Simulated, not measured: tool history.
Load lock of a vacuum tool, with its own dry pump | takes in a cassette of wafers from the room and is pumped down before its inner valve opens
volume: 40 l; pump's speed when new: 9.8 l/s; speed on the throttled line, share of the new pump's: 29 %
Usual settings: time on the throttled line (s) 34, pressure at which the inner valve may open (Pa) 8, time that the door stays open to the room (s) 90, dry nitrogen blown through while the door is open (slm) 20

run    hour  time on the throttled line (s)  pressure at which the inner valve may open (Pa)  time that the door stays open to the room (s)  dry nitrogen blown through while the door is open (slm)  incoming humidity of the room's air, %  time from the closed door until the inner valve may open (s)  rise of the pressure with all valves shut (Pa/min)
  1     0.0                              34                                                8                                             90                                                       20                                    41.5                                                          63.0                                               0.079
  2   251.5                              34                                                8                                             90                                                       20                                    48.1                                                          62.9                                               0.088
  3   704.9                              35                                                8                                             90                                                       20                                    43.6                                                          64.3                                               0.094
  4  1147.7                              35                                                8                                             90                                                       20                                    43.0                                                          64.3                                               0.102
  5  1388.3                              35                                                8                                             90                                                       20                                    44.2                                                          63.7                                               0.109
  6  1828.8                              61                                                8                                             90                                                       20                                    49.8                                                          83.2                                               0.126
  7  2225.0                              34                                                9                                             90                                                       20                                    48.4                                                          63.9                                               0.128
  8  2529.7                              34                                                8                                             90                                                       20                                    45.3                                                          63.5                                               0.135
  9  2821.0                              34                                                8                                             90                                                       11                                    48.3                                                          65.0                                               0.156
 10  3025.8                              34                                                8                                             90                                                       11                                    46.6                                                          63.7                                               0.163
 11  3233.6                              34                                                8                                             90                                                       12                                    45.8                                                          65.2                                               0.161
 12  3651.3                              27                                               13                                            122                                                        7                                    43.7                                                          57.9                                               0.195
 13  3995.7                              28                                                8                                             90                                                       20                                    44.4                                                          61.0                                               0.171
 14  4368.3                              28                                                8                                             90                                                       20                                    47.8                                                          60.3                                               0.188
 15  4554.0                              34                                               14                                             90                                                        6                                    44.0                                                          62.1                                               0.210
 16  4987.1                              34                                               14                                             90                                                        6                                    44.8                                                          62.5                                               0.225

Forecast run 17:
     5297.8  -- door's seal changed, seat wiped
 17  5310.1                              34                                               14                                             90                                                        6                                    41.3                                                             ?                                                   ?

time from the closed door until the inner valve may open (s): 63.1
rise of the pressure with all valves shut (Pa/min): 0.064
Without the tool's hidden state the same run would have given time from the closed door until the inner valve may open (s) 60.6, rise of the pressure with all valves shut (Pa/min) 0.063.
